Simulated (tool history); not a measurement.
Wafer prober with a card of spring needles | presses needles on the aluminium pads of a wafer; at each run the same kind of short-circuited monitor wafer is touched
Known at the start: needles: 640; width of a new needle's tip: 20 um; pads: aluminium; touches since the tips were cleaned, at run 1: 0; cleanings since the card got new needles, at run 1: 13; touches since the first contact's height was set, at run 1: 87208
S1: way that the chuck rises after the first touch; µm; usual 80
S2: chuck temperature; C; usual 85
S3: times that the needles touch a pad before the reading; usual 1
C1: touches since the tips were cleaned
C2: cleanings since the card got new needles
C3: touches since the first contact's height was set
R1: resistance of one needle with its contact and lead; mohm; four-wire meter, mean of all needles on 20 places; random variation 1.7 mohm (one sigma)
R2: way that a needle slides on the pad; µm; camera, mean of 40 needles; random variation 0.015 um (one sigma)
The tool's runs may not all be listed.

{"run": 1, "hour": 0.0, "S1": 80, "S2": 85, "S3": 1, "C1": 0, "C2": 13, "C3": 87208, "R1": 187, "R2": 15.54}
{"hour": 8.5, "done": "tips cleaned on abrasive film"}
{"hour": 19.2, "done": "tips cleaned on abrasive film"}
{"hour": 29.8, "done": "tips cleaned on abrasive film"}
{"hour": 38.4, "done": "tips cleaned on abrasive film"}
{"hour": 49.0, "done": "tips cleaned on abrasive film"}
{"run": 2, "hour": 57.1, "S1": 80, "S2": 85, "S3": 1, "C1": 5599, "C2": 18, "C3": 126338, "R1": 503, "R2": 15.48}
{"hour": 59.3, "done": "tips cleaned on abrasive film"}
{"hour": 63.8, "done": "height of the first contact set anew"}
{"hour": 70.3, "done": "tips cleaned on abrasive film"}
{"hour": 80.9, "done": "tips cleaned on abrasive film"}
{"hour": 91.5, "done": "tips cleaned on abrasive film"}
{"hour": 102.2, "done": "tips cleaned on abrasive film"}
{"run": 3, "hour": 103.9, "S1": 80, "S2": 85, "S3": 1, "C1": 1215, "C2": 23, "C3": 27456, "R1": 330, "R2": 15.6}
{"hour": 112.5, "done": "tips cleaned on abrasive film"}
{"hour": 121.0, "done": "tips cleaned on abrasive film"}
{"hour": 131.7, "done": "tips cleaned on abrasive film"}
{"hour": 142.3, "done": "tips cleaned on abrasive film"}
{"hour": 150.8, "done": "tips cleaned on abrasive film"}
{"run": 4, "hour": 155.7, "S1": 80, "S2": 85, "S3": 1, "C1": 3392, "C2": 28, "C3": 62920, "R1": 440, "R2": 15.55}
{"hour": 160.1, "done": "tips cleaned on abrasive film"}
{"hour": 170.7, "done": "tips cleaned on abrasive film"}
{"hour": 179.2, "done": "tips cleaned on abrasive film"}
{"hour": 189.9, "done": "tips cleaned on abrasive film"}
{"hour": 200.5, "done": "tips cleaned on abrasive film"}
{"hour": 211.2, "done": "tips cleaned on abrasive film"}
{"hour": 221.8, "done": "tips cleaned on abrasive film"}
{"run": 5, "hour": 223.3, "S1": 80, "S2": 85, "S3": 1, "C1": 1047, "C2": 35, "C3": 109159, "R1": 319, "R2": 15.51}
{"hour": 231.9, "done": "tips cleaned on abrasive film"}
{"hour": 242.5, "done": "tips cleaned on abrasive film"}
{"hour": 253.2, "done": "tips cleaned on abrasive film"}
{"hour": 255.6, "done": "height of the first contact set anew"}
{"run": 6, "hour": 257.8, "S1": 80, "S2": 85, "S3": 1, "C1": 3035, "C2": 38, "C3": 1578, "R1": 454, "R2": 15.63}
{"hour": 262.2, "done": "tips cleaned on abrasive film"}
{"hour": 272.8, "done": "tips cleaned on abrasive film"}
{"hour": 283.5, "done": "tips cleaned on abrasive film"}
{"hour": 292.0, "done": "tips cleaned on abrasive film"}
{"hour": 302.6, "done": "tips cleaned on abrasive film"}
{"hour": 313.3, "done": "tips cleaned on abrasive film"}
{"run": 7, "hour": 315.7, "S1": 80, "S2": 85, "S3": 1, "C1": 1671, "C2": 44, "C3": 41157, "R1": 399, "R2": 15.61}
{"hour": 322.1, "done": "tips cleaned on abrasive film"}
{"hour": 330.7, "done": "tips cleaned on abrasive film"}
{"hour": 341.3, "done": "tips cleaned on abrasive film"}
{"hour": 349.8, "done": "tips cleaned on abrasive film"}
{"hour": 360.5, "done": "tips cleaned on abrasive film"}
{"hour": 371.1, "done": "tips cleaned on abrasive film"}
{"hour": 381.8, "done": "tips cleaned on abrasive film"}
{"run": 8, "hour": 384.9, "S1": 80, "S2": 72, "S3": 1, "C1": 2195, "C2": 51, "C3": 88545, "R1": 419, "R2": 15.55}
{"hour": 391.4, "done": "tips cleaned on abrasive film"}
{"hour": 399.9, "done": "tips cleaned on abrasive film"}
{"hour": 410.5, "done": "tips cleaned on abrasive film"}
{"hour": 421.2, "done": "tips cleaned on abrasive film"}
{"hour": 431.8, "done": "tips cleaned on abrasive film"}
{"hour": 442.5, "done": "tips cleaned on abrasive film"}
{"run": 9, "hour": 442.7, "S1": 80, "S2": 72, "S3": 1, "C1": 185, "C2": 57, "C3": 128090, "R1": 226, "R2": 15.5}
{"hour": 447.3, "done": "height of the first contact set anew"}
{"hour": 451.6, "done": "tips cleaned on abrasive film"}
{"hour": 462.2, "done": "tips cleaned on abrasive film"}
{"hour": 472.9, "done": "tips cleaned on abrasive film"}
{"hour": 483.5, "done": "tips cleaned on abrasive film"}
{"hour": 494.2, "done": "tips cleaned on abrasive film"}
{"run": 10, "hour": 501.6, "S1": 80, "S2": 114, "S3": 1, "C1": 5164, "C2": 62, "C3": 37236, "R1": 502, "R2": 15.6}
{"hour": 503.8, "done": "tips cleaned on abrasive film"}
{"hour": 514.5, "done": "tips cleaned on abrasive film"}
{"hour": 525.1, "done": "tips cleaned on abrasive film"}
{"hour": 533.7, "done": "tips cleaned on abrasive film"}
{"hour": 544.3, "done": "tips cleaned on abrasive film"}
{"hour": 554.9, "done": "tips cleaned on abrasive film"}
{"run": 11, "hour": 561.2, "S1": 80, "S2": 100, "S3": 2, "C1": 4345, "C2": 68, "C3": 78027, "R1": 363, "R2": 15.53}
{"hour": 565.5, "done": "tips cleaned on abrasive film"}
{"hour": 574.1, "done": "tips cleaned on abrasive film"}
{"hour": 584.7, "done": "tips cleaned on abrasive film"}
{"hour": 595.4, "done": "tips cleaned on abrasive film"}
{"run": 12, "hour": 596.0, "S1": 62, "S2": 30, "S3": 1, "C1": 443, "C2": 72, "C3": 101795, "R1": 342, "R2": 11.98}
{"hour": 604.5, "done": "tips cleaned on abrasive film"}
{"hour": 613.1, "done": "tips cleaned on abrasive film"}
{"hour": 623.7, "done": "tips cleaned on abrasive film"}
{"hour": 634.4, "done": "tips cleaned on abrasive film"}
{"hour": 638.9, "done": "height of the first contact set anew"}
{"hour": 645.3, "done": "tips cleaned on abrasive film"}
{"hour": 656.0, "done": "tips cleaned on abrasive film"}
{"run": 13, "hour": 664.2, "S1": 62, "S2": 30, "S3": 1, "C1": 5693, "C2": 78, "C3": 17356, "R1": 813, "R2": 12.1}
{"hour": 666.4, "done": "tips cleaned on abrasive film"}
{"hour": 674.9, "done": "tips cleaned on abrasive film"}
{"hour": 685.6, "done": "tips cleaned on abrasive film"}
{"hour": 694.1, "done": "tips cleaned on abrasive film"}
{"hour": 704.8, "done": "tips cleaned on abrasive film"}
{"hour": 715.4, "done": "tips cleaned on abrasive film"}
{"run": 14, "hour": 720.1, "S1": 62, "S2": 52, "S3": 1, "C1": 3269, "C2": 84, "C3": 55612, "R1": 675, "R2": 12.08}
{"hour": 724.5, "done": "tips cleaned on abrasive film"}
{"hour": 735.1, "done": "tips cleaned on abrasive film"}
{"hour": 743.6, "done": "tips cleaned on abrasive film"}
{"hour": 754.3, "done": "tips cleaned on abrasive film"}
{"hour": 764.9, "done": "tips cleaned on abrasive film"}
{"hour": 775.6, "done": "tips cleaned on abrasive film"}
{"hour": 786.2, "done": "tips cleaned on abrasive film"}
{"run": 15, "hour": 791.6, "S1": 88, "S2": 78, "S3": 1, "C1": 3730, "C2": 91, "C3": 104537, "R1": 455, "R2": 17.1}
{"hour": 795.9, "done": "tips cleaned on abrasive film"}
{"hour": 804.5, "done": "tips cleaned on abrasive film"}
{"hour": 815.1, "done": "tips cleaned on abrasive film"}
{"hour": 825.7, "done": "tips cleaned on abrasive film"}
{"hour": 830.3, "done": "height of the first contact set anew"}
{"hour": 836.7, "done": "tips cleaned on abrasive film"}
{"hour": 847.3, "done": "tips cleaned on abrasive film"}
{"hour": 858.0, "done": "tips cleaned on abrasive film"}
{"run": 16, "hour": 861.9, "S1": 88, "S2": 78, "S3": 1, "C1": 2700, "C2": 98, "C3": 21652, "R1": 427, "R2": 17.18}

Some steps in R1 between neighbouring runs. How much of each would the tool show without its hidden state too (settings, what came in, random variation), and how much is left for the hidden state, with any gauge scatter that isn't in both results?
The hidden state here: debris on the tips, nm; way that the needles fall short of the set height, um; tips' diameter, um; drift of the gauge itself on contact_mohm, %; drift of the gauge itself on scrub_um, %.
Run 12 -> 13: tips cleaned on abrasive film, tips cleaned on abrasive film, tips cleaned on abrasive film, tips cleaned on abrasive film, height of the first contact set anew, tips cleaned on abrasive film, tips cleaned on abrasive film. R1 +471 mohm: hidden state +470, all else +1.
